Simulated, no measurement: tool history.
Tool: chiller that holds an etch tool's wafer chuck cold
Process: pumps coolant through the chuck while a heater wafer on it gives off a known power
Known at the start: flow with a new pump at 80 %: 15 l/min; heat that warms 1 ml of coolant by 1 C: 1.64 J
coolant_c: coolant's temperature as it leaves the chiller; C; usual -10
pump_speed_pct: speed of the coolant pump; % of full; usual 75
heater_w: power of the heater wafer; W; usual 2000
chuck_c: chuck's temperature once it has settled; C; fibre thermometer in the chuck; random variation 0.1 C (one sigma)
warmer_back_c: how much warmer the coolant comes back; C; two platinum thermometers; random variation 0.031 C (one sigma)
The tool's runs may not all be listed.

run,day,coolant_c,pump_speed_pct,heater_w,chuck_c,warmer_back_c
1,0,-10,75,2000,15.4,5.14
2,2.842,-10,75,2000,15.3,5.22
3,5.192,-10,74,2000,15.5,5.27
4,7.196,-10,75,1086,3.6,2.84
5,10.221,-10,95,2000,11,4.22
6,12.025,-10,75,1019,2.9,2.68
7,14.071,-10,75,1019,2.7,2.72
8,16.942,-14,75,2000,11.3,5.27
9,19.421,-10,75,2000,15.2,5.29
10,21.871,-10,75,2000,15.2,5.28
11,24.533,-10,75,2000,15.3,5.3
12,26.121,-10,75,2000,15.1,5.36
13,28.862,-10,75,2000,15.3,5.31
14,31.308,-10,75,2000,15.4,5.36
15,33.992,-10,75,2000,15.3,5.39
16,36.292,-9,73,1454,9.8,4.1
17,38.075,-12,93,1168,0.3,2.68
18,39.529,-12,93,1168,0.3,2.66
19,42.046,-16,89,1168,-3.2,2.79
20,44.9,-16,89,1168,-3.2,2.82
21,47.258,-16,89,1168,-3.3,2.88
22,48.762,-16,89,1168,-3,2.85
23,50.104,-16,89,1168,-3.1,2.88
24,51.867,-19,68,1168,-2.8,3.6
25,54.642,-1,75,1125,13.4,3.26
26,56.646,-5,75,2341,24.7,6.4
27,58.454,-5,75,2341,24.5,6.43
28,61.271,-19,86,1526,-1.7,3.83
29,64.212,-7,61,2000,22.9,6.7

3 ways to go on from here, each from the tool as it stands after run 29. What would each give?
A,65.542,-8,75,1883,?,?
B,65.542,-15,79,2000,?,?
C,65.542,-10,75,1236,?,?

run,chuck_c,warmer_back_c
A,15.8,5.26
B,9.3,5.28
C,5.8,3.63
Without the tool's hidden state the same runs would have given:
run,chuck_c,warmer_back_c
A,15.8,4.89
B,9.3,4.91
C,5.8,3.26
